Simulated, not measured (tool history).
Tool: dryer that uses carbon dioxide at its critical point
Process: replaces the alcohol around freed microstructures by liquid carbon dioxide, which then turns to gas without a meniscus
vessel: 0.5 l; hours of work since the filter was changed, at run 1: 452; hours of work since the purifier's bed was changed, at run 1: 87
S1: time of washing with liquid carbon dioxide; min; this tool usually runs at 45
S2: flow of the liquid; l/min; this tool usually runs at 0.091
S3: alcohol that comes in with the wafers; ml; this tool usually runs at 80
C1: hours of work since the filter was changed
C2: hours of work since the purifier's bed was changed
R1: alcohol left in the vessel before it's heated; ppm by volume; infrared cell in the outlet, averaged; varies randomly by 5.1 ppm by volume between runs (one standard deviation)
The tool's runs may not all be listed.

| run | day | S1 | S2 | S3 | C1 | C2 | R1 |
|---|---|---|---|---|---|---|---|
| 1 | 0 | 45 | 0.091 | 80 | 452 | 87 | 108 |
| 2 | 0.588 | 45 | 0.091 | 80 | 461 | 96 | 112 |
| 3 | 1.183 | 45 | 0.091 | 80 | 469 | 104 | 109 |
| 4 | 1.779 | 45 | 0.091 | 80 | 478 | 113 | 105 |
| 5 | 2.429 | 57 | 0.091 | 80 | 488 | 122 | 39 |
| 6 | 3.058 | 57 | 0.091 | 80 | 497 | 131 | 38 |
| 7 | 3.65 | 45 | 0.091 | 80 | 505 | 140 | 117 |
| 8 | 4.112 | 45 | 0.091 | 80 | 512 | 147 | 117 |
| 9 | 4.921 | 45 | 0.091 | 80 | 524 | 158 | 117 |
| 10 | 5.667 | 41 | 0.0755 | 42 | 534 | 169 | 350 |
| 11 | 6.429 | 46 | 0.1266 | 43 | 545 | 180 | 33 |
| 12 | 6.883 | 36 | 0.1491 | 20 | 552 | 187 | 25 |
|  | 6.983 | inlet filter changed |
| 13 | 7.362 | 36 | 0.1491 | 20 | 6 | 193 | 39 |
| 14 | 7.946 | 36 | 0.1491 | 20 | 14 | 202 | 35 |
| 15 | 8.65 | 36 | 0.1491 | 20 | 24 | 212 | 33 |
| 16 | 9.496 | 36 | 0.1491 | 20 | 36 | 224 | 34 |

Hidden state at the last listed run before each entry between runs and at the first one after, where it differs:
Logged between run 12 and run 13: inlet filter changed (day 6.983)
  flow that reaches the vessel past the clogged filter, %: 93.3 -> 99.6; alcohol in the recycled carbon dioxide, ppm: 29.6 -> 30.4
  the result without the hidden state subtracted from the measured one, R1: +25 -> +25 ppm by volume
